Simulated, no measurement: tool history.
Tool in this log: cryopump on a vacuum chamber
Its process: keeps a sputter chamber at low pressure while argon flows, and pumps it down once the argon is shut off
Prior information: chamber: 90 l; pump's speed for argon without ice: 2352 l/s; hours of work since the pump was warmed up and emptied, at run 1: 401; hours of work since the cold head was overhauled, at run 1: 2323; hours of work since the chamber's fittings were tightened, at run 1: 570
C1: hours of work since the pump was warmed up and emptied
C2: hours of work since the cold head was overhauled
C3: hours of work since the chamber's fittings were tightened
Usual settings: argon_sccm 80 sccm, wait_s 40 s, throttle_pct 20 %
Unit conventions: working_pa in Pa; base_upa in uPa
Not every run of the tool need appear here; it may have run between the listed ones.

Run 1, hour 0.0: usual settings; C1 401; C2 2323; C3 570. Result: working_pa 0.3047 Pa, base_upa 1.32 uPa.
Run 2, hour 68.6: usual settings; C1 444; C2 2366; C3 613. Result: working_pa 0.3063 Pa, base_upa 1.31 uPa.
At hour 101.5: pump warmed up, emptied and cooled again.
Run 3, hour 141.2: usual settings but argon_sccm 81 sccm; C1 25; C2 2408; C3 655. Result: working_pa 0.2935 Pa, base_upa 1.23 uPa.
Run 4, hour 238.8: usual settings but argon_sccm 81 sccm, wait_s 30 s; C1 86; C2 2469; C3 716. Result: working_pa 0.2939 Pa, base_upa 1.61 uPa.
Run 5, hour 309.2: usual settings but argon_sccm 81 sccm, wait_s 30 s; C1 130; C2 2514; C3 760. Result: working_pa 0.2960 Pa, base_upa 1.64 uPa.
Run 6, hour 372.7: usual settings but argon_sccm 77 sccm, wait_s 30 s; C1 170; C2 2553; C3 800. Result: working_pa 0.2820 Pa, base_upa 1.65 uPa.
Run 7, hour 464.9: usual settings but argon_sccm 77 sccm, wait_s 30 s; C1 228; C2 2611; C3 858. Result: working_pa 0.2855 Pa, base_upa 1.69 uPa.
Run 8, hour 546.6: usual settings; C1 279; C2 2662; C3 909. Result: working_pa 0.3005 Pa, base_upa 1.39 uPa.
Run 9, hour 642.8: usual settings; C1 339; C2 2723; C3 969. Result: working_pa 0.3029 Pa, base_upa 1.38 uPa.
Run 10, hour 713.2: usual settings but argon_sccm 53 sccm; C1 383; C2 2767; C3 1013. Result: working_pa 0.2034 Pa, base_upa 1.40 uPa.
Run 11, hour 792.1: usual settings but argon_sccm 148 sccm; C1 433; C2 2816; C3 1063. Result: working_pa 0.5713 Pa, base_upa 1.52 uPa.
At hour 843.8: pump warmed up, emptied and cooled again.
Run 12, hour 870.3: usual settings but argon_sccm 148 sccm; C1 17; C2 2862; C3 1109. Result: working_pa 0.5341 Pa, base_upa 1.34 uPa.
Run 13, hour 950.5: usual settings but wait_s 25 s; C1 67; C2 2912; C3 1159. Result: working_pa 0.2909 Pa, base_upa 1.97 uPa.
Run 14, hour 1046.4: usual settings but wait_s 25 s; C1 127; C2 2972; C3 1219. Result: working_pa 0.2944 Pa, base_upa 1.98 uPa.
Run 15, hour 1108.4: usual settings but wait_s 46 s; C1 166; C2 3011; C3 1258. Result: working_pa 0.2953 Pa, base_upa 1.26 uPa.
Run 16, hour 1155.2: usual settings but argon_sccm 79 sccm, wait_s 95 s, throttle_pct 17 %; C1 195; C2 3041; C3 1287. Result: working_pa 0.3423 Pa, base_upa 0.84 uPa.
Run 17, hour 1232.6: usual settings but argon_sccm 79 sccm, wait_s 95 s, throttle_pct 17 %; C1 244; C2 3089; C3 1336. Result: working_pa 0.3426 Pa, base_upa 0.85 uPa.
Run 18, hour 1308.6: usual settings but argon_sccm 37 sccm, wait_s 31 s, throttle_pct 33 %; C1 291; C2 3137; C3 1383. Result: working_pa 0.0871 Pa, base_upa 1.76 uPa.
Run 19, hour 1351.6: usual settings but argon_sccm 55 sccm, wait_s 145 s, throttle_pct 32 %; C1 318; C2 3164; C3 1410. Result: working_pa 0.1320 Pa, base_upa 0.73 uPa.
Run 20, hour 1430.8: usual settings but argon_sccm 45 sccm, wait_s 62 s; C1 368; C2 3213; C3 1460. Result: working_pa 0.1715 Pa, base_upa 1.15 uPa.
Run 21, hour 1497.0: usual settings but wait_s 33 s; C1 409; C2 3255; C3 1501. Result: working_pa 0.3069 Pa, base_upa 1.80 uPa.
Run 22, hour 1548.4: usual settings but wait_s 33 s; C1 441; C2 3287; C3 1534. Result: working_pa 0.3064 Pa, base_upa 1.74 uPa.
At hour 1592.5: pump warmed up, emptied and cooled again.
Run 23, hour 1622.9: usual settings but argon_sccm 37 sccm, wait_s 33 s, throttle_pct 54 %; C1 19; C2 3330; C3 1577. Result: working_pa 0.0509 Pa, base_upa 1.68 uPa.
Run 24, hour 1671.1: usual settings but argon_sccm 62 sccm, wait_s 104 s, throttle_pct 56 %; C1 49; C2 3361; C3 1607. Result: working_pa 0.0824 Pa, base_upa 0.85 uPa.
Run 25, hour 1759.8: usual settings but throttle_pct 21 %; C1 105; C2 3416; C3 1663. Result: working_pa 0.2786 Pa, base_upa 1.45 uPa.
Run 26, hour 1813.7: usual settings but throttle_pct 21 %; C1 139; C2 3450; C3 1697. Result: working_pa 0.2810 Pa, base_upa 1.55 uPa.
Run 27, hour 1895.7: usual settings but wait_s 22 s, throttle_pct 45 %; C1 190; C2 3501; C3 1748. Result: working_pa 0.1356 Pa, base_upa 2.33 uPa.
Run 28, hour 1971.4: usual settings but argon_sccm 153 sccm, wait_s 22 s, throttle_pct 45 %; C1 237; C2 3549; C3 1796. Result: working_pa 0.2635 Pa, base_upa 2.38 uPa.
Run 29, hour 2042.1: usual settings but argon_sccm 75 sccm, throttle_pct 21 %; C1 282; C2 3593; C3 1840. Result: working_pa 0.2658 Pa, base_upa 1.60 uPa.

Branching from run 29: 3 alternative next runs. What would each branch give?
Run A, hour 2102.4: usual settings but argon_sccm 88 sccm, wait_s 24 s, throttle_pct 15 %; C1 319; C2 3631; C3 1878. Result: working_pa ?, base_upa ?.
Run B, hour 2102.4: usual settings but argon_sccm 49 sccm, wait_s 79 s, throttle_pct 55 %; C1 319; C2 3631; C3 1878. Result: working_pa ?, base_upa ?.
Run C, hour 2102.4: usual settings but wait_s 20 s, throttle_pct 17 %; C1 319; C2 3631; C3 1878. Result: working_pa ?, base_upa ?.

run  working_pa  base_upa
  A      0.4374      2.27
  B      0.0722      1.09
  C      0.3515      2.72
What these runs would have given with no unlogged condition in the tool:
run  working_pa  base_upa
  A      0.4222      1.80
  B      0.0637      0.62
  C      0.3377      2.24
